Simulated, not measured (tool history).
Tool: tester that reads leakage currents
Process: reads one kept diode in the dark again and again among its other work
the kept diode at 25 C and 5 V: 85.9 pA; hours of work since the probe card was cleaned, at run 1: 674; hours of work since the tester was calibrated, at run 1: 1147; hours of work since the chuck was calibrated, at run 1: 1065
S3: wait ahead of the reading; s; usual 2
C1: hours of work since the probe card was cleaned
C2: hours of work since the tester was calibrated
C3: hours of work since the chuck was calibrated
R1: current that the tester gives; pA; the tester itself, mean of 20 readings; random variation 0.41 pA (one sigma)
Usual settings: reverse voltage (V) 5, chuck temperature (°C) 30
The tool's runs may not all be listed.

Run 1, hour 0: usual settings; C1 674; C2 1147; C3 1065. Result: R1 153.07 pA.
Run 2, hour 37.1: usual settings but S3 0.48 s; C1 699; C2 1172; C3 1090. Result: R1 154.98 pA.
Run 3, hour 64.5: usual settings but S3 0.48 s; C1 718; C2 1190; C3 1108. Result: R1 155.05 pA.
Run 4, hour 88.9: usual settings but reverse voltage (V) 6.37; C1 734; C2 1206; C3 1125. Result: R1 178.48 pA.
Run 5, hour 122.5: usual settings but reverse voltage (V) 6.37; C1 757; C2 1229; C3 1147. Result: R1 178.98 pA.
Run 6, hour 164.9: usual settings but reverse voltage (V) 15.3, chuck temperature (°C) 48, S3 0.49 s; C1 785; C2 1257; C3 1176. Result: R1 1308.18 pA.
Run 7, hour 199.2: usual settings but reverse voltage (V) 15.67, chuck temperature (°C) 31, S3 0.46 s; C1 808; C2 1280; C3 1199. Result: R1 337.66 pA.
Run 8, hour 223: usual settings but reverse voltage (V) 15.67, chuck temperature (°C) 31, S3 0.46 s; C1 824; C2 1296; C3 1215. Result: R1 338.85 pA.
Run 9, hour 251.2: usual settings but reverse voltage (V) 15.67, chuck temperature (°C) 31, S3 0.46 s; C1 843; C2 1315; C3 1234. Result: R1 339.88 pA.
Run 10, hour 280.3: usual settings but reverse voltage (V) 4.88, chuck temperature (°C) 31, S3 0.46 s; C1 863; C2 1335; C3 1253. Result: R1 168.11 pA.

Measured less the same run without the tool's hidden state. The same run-to-run variation is in both; the gauge's scatter may not be:
The hidden state here: stray current of the dirty probe card, pA a volt; current scale over the true one, %; true chuck temperature over the reading, C; drift of the gauge itself on leakage_pa, %.
run       R1
  1   +16.58
  2   +17.17
  3   +17.54
  4   +21.37
  5   +21.91
  6  +110.15
  7   +48.24
  8   +49.09
  9   +50.15
 10   +20.95

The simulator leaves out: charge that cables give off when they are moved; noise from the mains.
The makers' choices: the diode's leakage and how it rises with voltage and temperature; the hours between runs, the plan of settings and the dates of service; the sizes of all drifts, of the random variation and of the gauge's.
